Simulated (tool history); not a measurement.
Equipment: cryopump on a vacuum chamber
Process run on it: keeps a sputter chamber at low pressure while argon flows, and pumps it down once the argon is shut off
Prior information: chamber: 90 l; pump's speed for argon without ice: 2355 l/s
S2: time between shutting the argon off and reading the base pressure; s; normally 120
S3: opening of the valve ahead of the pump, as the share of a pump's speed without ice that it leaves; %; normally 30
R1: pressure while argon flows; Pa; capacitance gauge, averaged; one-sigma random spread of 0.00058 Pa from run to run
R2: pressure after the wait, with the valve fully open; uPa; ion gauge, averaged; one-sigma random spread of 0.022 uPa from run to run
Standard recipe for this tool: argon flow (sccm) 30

Run 1, hour 0: usual settings. Result: R1 0.0808 Pa, R2 2.27 uPa.
Run 2, hour 40.3: usual settings but S2 46 s. Result: R1 0.0818 Pa, R2 3.12 uPa.
Run 3, hour 75.4: usual settings but S3 19 %. Result: R1 0.124 Pa, R2 2.35 uPa.
At hour 123: pump warmed up, emptied and cooled again.
Run 4, hour 137.1: usual settings but argon flow (sccm) 44. Result: R1 0.1067 Pa, R2 1.81 uPa.
Run 5, hour 175.7: usual settings but argon flow (sccm) 44. Result: R1 0.1057 Pa, R2 1.79 uPa.
Run 6, hour 231: usual settings. Result: R1 0.0722 Pa, R2 1.88 uPa.
Run 7, hour 292.7: usual settings. Result: R1 0.073 Pa, R2 1.96 uPa.
Run 8, hour 353.9: usual settings. Result: R1 0.074 Pa, R2 2.04 uPa.
Run 9, hour 381.3: usual settings but S3 57 %. Result: R1 0.0398 Pa, R2 1.99 uPa.
Run 10, hour 433: usual settings but S2 259 s, S3 57 %. Result: R1 0.04 Pa, R2 1.82 uPa.
Run 11, hour 482: usual settings but argon flow (sccm) 52, S2 151 s, S3 35 %. Result: R1 0.1123 Pa, R2 1.98 uPa.
Run 12, hour 529.5: usual settings but S2 72 s. Result: R1 0.0754 Pa, R2 2.4 uPa.
Run 13, hour 567.2: usual settings but argon flow (sccm) 36, S2 237 s, S3 18 %. Result: R1 0.1474 Pa, R2 1.93 uPa.
Run 14, hour 602.3: usual settings but argon flow (sccm) 12, S2 43 s, S3 27 %. Result: R1 0.0324 Pa, R2 3.1 uPa.
Run 15, hour 648.8: usual settings but argon flow (sccm) 36, S2 43 s, S3 21 %. Result: R1 0.1277 Pa, R2 3.21 uPa.
Run 16, hour 713.5: usual settings but argon flow (sccm) 36, S2 42 s, S3 21 %. Result: R1 0.1286 Pa, R2 3.35 uPa.
Run 17, hour 780.4: usual settings but S2 105 s, S3 29 %. Result: R1 0.0791 Pa, R2 2.52 uPa.

Alternative continuations, all from the tool just after run 17; predict every row:
Run A, hour 817.9: usual settings but argon flow (sccm) 17, S2 65 s, S3 29 %. Result: R1 ?, R2 ?.
Run B, hour 817.9: usual settings but argon flow (sccm) 56, S2 97 s, S3 55 %. Result: R1 ?, R2 ?.
Run C, hour 817.9: usual settings but argon flow (sccm) 25, S2 58 s. Result: R1 ?, R2 ?.
Run D, hour 817.9: usual settings but S2 29 s, S3 20 %. Result: R1 ?, R2 ?.

run      R1    R2
  A  0.0448  2.95
  B  0.0833  2.57
  C  0.0649  3.06
  D  0.1136  4.21
The same runs, with their run-to-run variation unchanged, on a tool lacking any hidden condition would have given:
run      R1    R2
  A  0.0417  1.06
  B  0.0731  0.74
  C  0.0605   1.2
  D  0.1082  2.33
